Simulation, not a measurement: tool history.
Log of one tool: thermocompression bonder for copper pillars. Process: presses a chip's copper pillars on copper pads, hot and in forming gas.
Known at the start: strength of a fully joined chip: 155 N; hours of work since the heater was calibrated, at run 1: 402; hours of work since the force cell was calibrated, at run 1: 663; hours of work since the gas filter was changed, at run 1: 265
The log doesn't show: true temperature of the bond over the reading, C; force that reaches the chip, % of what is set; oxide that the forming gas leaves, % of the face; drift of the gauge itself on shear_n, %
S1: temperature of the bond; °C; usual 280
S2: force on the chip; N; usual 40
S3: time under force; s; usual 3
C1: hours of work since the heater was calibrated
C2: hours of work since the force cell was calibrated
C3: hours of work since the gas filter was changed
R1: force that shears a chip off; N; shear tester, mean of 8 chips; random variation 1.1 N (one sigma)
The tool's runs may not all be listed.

run	hour	S1	S2	S3	C1	C2	C3	R1
1	0.0	280	40	3	402	663	265	113.1
2	17.4	280	40	7	416	677	279	135.5
3	36.0	280	40	7	431	691	293	137.6
4	49.8	280	40	6	442	702	304	130.3
5	65.5	280	40	2	454	715	317	103.4
6	79.7	280	40	8	465	726	328	136.7
7	96.5	276	40	3	479	739	341	114.4
8	105.3	276	40	3	486	746	348	110.5
9	122.8	280	57	3	500	760	362	136.0
10	138.6	295	57	3	512	772	374	140.8
# hour 144.5: forming gas filter changed
# hour 152.4: force cell calibrated
11	153.4	295	57	3	522	1	6	137.4
12	163.2	276	51	8	530	9	14	147.3
13	174.4	292	36	3	539	17	22	115.5
14	183.5	292	36	3	546	25	30	114.2
15	200.2	292	36	3	559	38	43	116.9
16	214.6	280	30	3	571	49	54	96.3
17	232.5	280	30	3	585	63	68	95.4
18	247.1	255	30	2	596	75	80	69.0
19	257.7	255	30	2	605	83	88	66.7
20	270.8	255	30	2	615	94	99	68.2
21	280.0	257	55	8	622	101	106	141.3
22	292.8	282	25	3	632	111	116	86.8

Forecast each of these 5 alternatives for the next run:
A	301.1	280	40	3	639	118	123	?
B	301.1	282	25	5	639	118	123	?
C	301.1	255	57	4	639	118	123	?
D	301.1	264	40	3	639	118	123	?
E	301.1	282	25	2	639	118	123	?

run	R1
A	114.4
B	99.2
C	128.8
D	104.4
E	73.3
Without the tool's hidden state the same runs would have given:
run	R1
A	114.6
B	99.4
C	129.0
D	104.7
E	73.5

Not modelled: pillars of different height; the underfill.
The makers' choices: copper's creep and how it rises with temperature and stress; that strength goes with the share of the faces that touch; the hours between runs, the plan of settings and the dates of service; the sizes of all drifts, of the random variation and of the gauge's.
